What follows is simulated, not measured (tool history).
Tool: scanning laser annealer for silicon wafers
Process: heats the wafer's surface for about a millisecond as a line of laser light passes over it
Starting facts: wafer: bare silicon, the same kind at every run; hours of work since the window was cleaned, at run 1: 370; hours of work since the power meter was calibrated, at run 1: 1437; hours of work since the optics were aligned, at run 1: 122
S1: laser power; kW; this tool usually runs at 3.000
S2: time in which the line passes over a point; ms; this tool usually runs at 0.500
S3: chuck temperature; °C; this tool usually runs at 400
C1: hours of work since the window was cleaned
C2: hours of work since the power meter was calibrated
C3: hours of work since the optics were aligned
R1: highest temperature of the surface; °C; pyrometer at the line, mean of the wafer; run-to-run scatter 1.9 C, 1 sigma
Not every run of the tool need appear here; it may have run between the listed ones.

run    hour     S1     S2   S3   C1    C2   C3    R1
  1     0.0  3.000  0.500  400  370  1437  122  1181
  2    76.5  3.000  0.500  400  421  1488  174  1178
  3   134.7  3.000  0.500  400  461  1528  213  1176
  4   217.6  3.000  0.500  400  517  1584  269  1172
  5   303.3  3.000  0.500  400  575  1642  327  1169
  6   386.1  3.000  0.500  400  631  1698  383  1165
  7   447.5  3.000  0.500  400  672  1739  424  1163
  8   526.4  3.000  0.500  400  726  1793  478  1156
  9   593.9  3.000  0.500  400  771  1838  523  1152
      644.8  -- window over the wafer cleaned
 10   647.8  2.699  0.500  400    2  1873  559  1061
 11   739.5  2.699  0.500  400   64  1935  621  1058
 12   797.3  3.000  0.500  400  103  1974  660  1133
 13   878.5  3.000  0.449  400  158  2029  715  1094
      895.6  -- window over the wafer cleaned, once more
 14   958.6  3.000  0.449  400   43  2082  767  1145
 15  1013.1  3.000  0.500  430   79  2119  804  1216
     1044.1  -- optics aligned, line set to its width
 16  1060.4  3.000  0.500  430  108  2148   11  1222
 17  1141.6  2.569  0.500  400  163  2203   66  1072
 18  1201.8  2.569  0.500  400  204  2243  107  1069
 19  1294.6  3.000  0.500  400  266  2306  169  1184
 20  1350.0  3.000  0.500  400  304  2343  207  1184
 21  1391.3  3.000  0.500  400  332  2371  235  1183
 22  1472.6  3.000  0.500  400  387  2426  290  1177

Predict the results of run 23:
 23  1514.0  3.020  0.508  379  415  2454  318   ?

For run 23 the tool returned R1 1164 °C.
Minus the tool's unlogged condition, the same run would have read R1 1195 °C.
